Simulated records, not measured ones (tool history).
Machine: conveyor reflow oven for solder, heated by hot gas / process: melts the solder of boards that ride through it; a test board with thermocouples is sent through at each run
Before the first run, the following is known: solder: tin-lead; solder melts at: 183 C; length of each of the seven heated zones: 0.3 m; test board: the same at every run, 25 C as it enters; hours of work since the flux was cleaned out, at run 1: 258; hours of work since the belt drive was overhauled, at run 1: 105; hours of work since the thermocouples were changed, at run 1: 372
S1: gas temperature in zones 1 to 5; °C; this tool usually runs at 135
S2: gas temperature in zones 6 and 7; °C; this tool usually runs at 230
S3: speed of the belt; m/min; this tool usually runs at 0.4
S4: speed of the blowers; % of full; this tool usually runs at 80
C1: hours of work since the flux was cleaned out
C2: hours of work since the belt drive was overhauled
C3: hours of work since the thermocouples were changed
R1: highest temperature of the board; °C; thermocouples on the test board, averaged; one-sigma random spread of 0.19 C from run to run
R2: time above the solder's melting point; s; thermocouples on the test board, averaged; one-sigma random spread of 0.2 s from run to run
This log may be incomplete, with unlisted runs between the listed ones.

run	hour	S1	S2	S3	S4	C1	C2	C3	R1	R2
1	0	135	230	0.4	80	258	105	372	212.3	60.9
2	10.4	135	230	0.4	80	266	113	380	212	60.8
3	22.8	135	230	0.4	80	275	123	389	211.8	60.9
4	38.2	135	230	0.4	80	287	134	401	212	60.6
# hour 59.1: flux residue cleaned out of gas plates and filters
5	60.1	135	229	0.4	80	1	147	414	213.6	63.1
6	68.5	135	230	0.4	57	7	154	421	208.6	55
7	77	135	230	0.4	56	14	160	427	207.9	54.5
8	91.6	135	230	0.4	80	25	172	438	214.3	63.3
9	105.7	135	230	0.4	80	36	182	449	213.9	63.4
10	118	135	230	0.4	80	45	192	459	214.4	63.6
11	131	126	230	0.331	80	55	202	469	218	79.3
12	148.2	135	243	0.4	72	68	215	482	223.3	70.5
13	166.2	135	243	0.4	72	82	229	496	222.9	70.4
14	178.3	140	243	0.355	72	91	238	505	227.6	86.2
15	194.4	135	218	0.435	80	104	251	517	201.3	42.9
16	207	135	219	0.336	84	114	260	527	208.8	72.4
17	214.5	121	219	0.336	59	119	266	533	202	52.2
18	230.8	135	230	0.364	60	132	278	545	211.5	65.7
19	238.7	135	230	0.364	60	138	285	551	211.1	65.9
20	249.3	130	229	0.368	62	146	293	559	209.7	60.8

Forecast each of these 5 alternatives for the next run:
A	257.4	130	229	0.368	89	152	299	566	?	?
B	257.4	130	245	0.368	62	152	299	566	?	?
C	257.4	142	230	0.345	80	152	299	566	?	?
D	257.4	148	235	0.455	62	152	299	566	?	?
E	257.4	139	230	0.341	58	152	299	566	?	?

run	R1	R2
A	215.4	69.7
B	223.1	74.5
C	218.1	82.5
D	210.5	55.4
E	213.6	75.4
Had the tool no hidden state, the same runs would have come out as:
run	R1	R2
A	217.1	71.7
B	224.9	76.1
C	219.6	84.1
D	212.1	57.3
E	215	77.2
